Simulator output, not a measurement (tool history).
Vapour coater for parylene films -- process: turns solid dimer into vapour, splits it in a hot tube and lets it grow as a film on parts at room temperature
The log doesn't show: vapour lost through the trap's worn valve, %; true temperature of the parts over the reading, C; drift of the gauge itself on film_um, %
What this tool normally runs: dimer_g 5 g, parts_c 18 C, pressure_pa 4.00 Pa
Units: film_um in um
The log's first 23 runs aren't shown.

run    hour  dimer_g  parts_c  pressure_pa  hours of work since the trap's valve was overhauled  hours of work since the table's thermometer was calibrated  film_um
 24  1007.6        5       14         4.00                                                  569                                                         662     4.50
     1028.1  -- trap's valve overhauled
 25  1075.1        9       21         4.00                                                   29                                                         701     7.29
 26  1111.7        4       10         4.00                                                   52                                                         724     4.35
 27  1156.1        5       10         3.99                                                   80                                                         752     5.41
 28  1185.6        5       10         3.99                                                   99                                                         771     5.37
 29  1241.8        5       12         4.60                                                  134                                                         806     5.02
 30  1275.3        5       21         4.60                                                  155                                                         827     3.96
 31  1335.3        5       25         5.12                                                  193                                                         865     3.50
 32  1396.8        6       24         2.19                                                  231                                                         903     4.63
 33  1450.6        5       23         2.27                                                  265                                                         937     3.94
 34  1506.8        6       26         7.28                                                  300                                                         972     3.92
 35  1565.3        6       26         7.28                                                  337                                                        1009     3.93
 36  1632.3        5       25         4.00                                                  379                                                        1051     3.49
 37  1691.1        9       18         5.24                                                  416                                                        1088     7.42
 38  1727.6        2       12         3.87                                                  439                                                        1111     1.97
     1746.7  -- table's thermometer calibrated
 39  1789.9        5       18        10.15                                                  477                                                          27     3.79
 40  1845.0        5       18        10.15                                                  512                                                          62     3.81
 41  1893.6        4       13         2.51                                                  542                                                          92     3.89
 42  1939.7        4       24         2.99                                                  571                                                         121     2.85
     1956.6  -- trap's valve overhauled
 43  1996.2        5       28        11.17                                                   25                                                         154     3.07
 44  2057.2        4       28         6.59                                                   63                                                         192     2.53
 45  2105.4        5       13         4.00                                                   93                                                         223     4.94
 46  2162.4        3       18         2.74                                                  129                                                         258     2.68
 47  2228.2        3       18         2.60                                                  170                                                         300     2.66

Here are 4 independent what-if runs from the current tool condition. What would each one return?
  A  2294.3        5       18         2.60                                                  212                                                         341        ?
  B  2294.3        5       20         4.22                                                  212                                                         341        ?
  C  2294.3        3       14         4.84                                                  212                                                         341        ?
  D  2294.3        4       18         4.00                                                  212                                                         341        ?

run  film_um
  A     4.41
  B     4.03
  C     2.81
  D     3.42
Had the tool no hidden state, the same runs would have come out as:
run  film_um
  A     4.52
  B     4.13
  C     2.88
  D     3.51
